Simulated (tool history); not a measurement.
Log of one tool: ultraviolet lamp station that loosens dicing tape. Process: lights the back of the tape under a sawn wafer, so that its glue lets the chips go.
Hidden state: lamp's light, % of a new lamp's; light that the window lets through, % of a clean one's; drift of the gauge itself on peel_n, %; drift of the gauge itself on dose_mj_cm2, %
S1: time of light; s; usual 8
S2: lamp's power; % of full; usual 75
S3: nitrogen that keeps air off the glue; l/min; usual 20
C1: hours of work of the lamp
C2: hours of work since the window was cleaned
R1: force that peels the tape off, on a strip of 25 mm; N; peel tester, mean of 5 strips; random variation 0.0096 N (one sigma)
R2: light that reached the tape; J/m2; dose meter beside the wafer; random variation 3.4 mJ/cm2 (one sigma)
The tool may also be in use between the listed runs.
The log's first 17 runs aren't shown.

Run 18, hour 973.1: usual settings but S2 94 % of full; C1 927; C2 196. Result: R1 0.556 N, R2 4570 J/m2.
At hour 990.9: window cleaned of glue's vapour.
Run 19, hour 1034.0: usual settings but S2 94 % of full; C1 965; C2 27. Result: R1 0.522 N, R2 4730 J/m2.
Run 20, hour 1103.4: usual settings but S1 5 s, S2 93 % of full, S3 34 l/min; C1 1008; C2 70. Result: R1 0.929 N, R2 2820 J/m2.
Run 21, hour 1183.8: usual settings but S1 5 s, S2 93 % of full, S3 34 l/min; C1 1058; C2 120. Result: R1 0.975 N, R2 2720 J/m2.
Run 22, hour 1247.7: usual settings but S1 14 s, S2 68 % of full, S3 34 l/min; C1 1097; C2 160. Result: R1 0.347 N, R2 5420 J/m2.
Run 23, hour 1283.0: usual settings but S1 6 s, S2 73 % of full, S3 12 l/min; C1 1119; C2 181. Result: R1 1.586 N, R2 2470 J/m2.
At hour 1320.0: window cleaned of glue's vapour.
Run 24, hour 1353.1: usual settings but S1 6 s, S2 73 % of full, S3 12 l/min; C1 1163; C2 21. Result: R1 1.544 N, R2 2530 J/m2.
Run 25, hour 1388.9: usual settings but S1 6 s, S2 76 % of full, S3 12 l/min; C1 1185; C2 43. Result: R1 1.479 N, R2 2540 J/m2.
Run 26, hour 1469.5: usual settings but S1 10 s, S3 13 l/min; C1 1235; C2 93. Result: R1 0.823 N, R2 4030 J/m2.
Run 27, hour 1525.4: usual settings but S1 10 s, S3 13 l/min; C1 1270; C2 128. Result: R1 0.790 N, R2 3910 J/m2.
Run 28, hour 1561.7: usual settings but S2 78 % of full, S3 18 l/min; C1 1292; C2 150. Result: R1 0.978 N, R2 3220 J/m2.
Run 29, hour 1610.3: usual settings but S1 6 s, S2 79 % of full, S3 16 l/min; C1 1322; C2 180. Result: R1 1.424 N, R2 2370 J/m2.

The next listed run, before its measurement:
At hour 1648.8: window cleaned of glue's vapour.
Run 30, hour 1657.5: usual settings but S1 10 s, S2 98 % of full; C1 1351; C2 5. Result: R1 ?, R2 ?.

Run 30 gave R1 0.479 N, R2 4990 J/m2.
Without the tool's hidden state the same run would have given R1 0.252 N, R2 9020 J/m2.

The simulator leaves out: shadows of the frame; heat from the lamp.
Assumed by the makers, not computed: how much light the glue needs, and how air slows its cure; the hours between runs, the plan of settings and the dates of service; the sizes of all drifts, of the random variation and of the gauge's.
